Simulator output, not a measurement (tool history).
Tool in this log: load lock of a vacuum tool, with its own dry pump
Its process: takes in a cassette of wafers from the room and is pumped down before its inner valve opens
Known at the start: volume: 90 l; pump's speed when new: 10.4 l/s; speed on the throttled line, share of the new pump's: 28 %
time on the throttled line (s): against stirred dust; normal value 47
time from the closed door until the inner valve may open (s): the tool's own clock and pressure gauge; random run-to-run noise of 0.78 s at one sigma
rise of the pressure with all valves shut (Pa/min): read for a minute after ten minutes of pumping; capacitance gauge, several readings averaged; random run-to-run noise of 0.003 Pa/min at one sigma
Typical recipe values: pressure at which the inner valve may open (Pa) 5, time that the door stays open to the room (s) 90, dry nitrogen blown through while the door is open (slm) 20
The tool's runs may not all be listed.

run     day  time on the throttled line (s)  pressure at which the inner valve may open (Pa)  time that the door stays open to the room (s)  dry nitrogen blown through while the door is open (slm)  incoming humidity of the room's air, %  time from the closed door until the inner valve may open (s)  rise of the pressure with all valves shut (Pa/min)
  1       0                              47                                                5                                             90                                                       20                                    44.8                                                         126.5                                               0.167
  2  11.729                              30                                                5                                             90                                                       20                                    45.7                                                         115.8                                               0.171
  3   20.05                              47                                                5                                             90                                                       20                                    43.6                                                         125.6                                               0.174
  4  30.121                              47                                                5                                             90                                                       20                                    44.6                                                         127.7                                               0.188
  5  42.854                              47                                                5                                             39                                                       20                                    42.7                                                         128.2                                               0.189
  6  51.142                              47                                                5                                             39                                                       20                                    44.6                                                         128.4                                               0.198
  7   62.15                              47                                                5                                             39                                                       20                                    42.1                                                         127.8                                               0.209
  8  69.625                              47                                                5                                             90                                                       37                                    46.5                                                         129.5                                               0.223
  9  81.379                              47                                                5                                             90                                                       20                                    42.7                                                         128.1                                                0.23
 10  88.425                              47                                                5                                            180                                                       18                                    46.1                                                         128.7                                               0.261
 11  95.446                              47                                                5                                            180                                                       18                                    45.1                                                         127.7                                               0.268

Run 12, settings as shown, results not yet in. Your forecast:
 12  103.567                              84                                                5                                             46                                                       29                                      44                                                             ?                                                   ?

time from the closed door until the inner valve may open (s): 156.2
rise of the pressure with all valves shut (Pa/min): 0.253
Without the tool's hidden state the same run would have given time from the closed door until the inner valve may open (s) 149.6, rise of the pressure with all valves shut (Pa/min) 0.011.
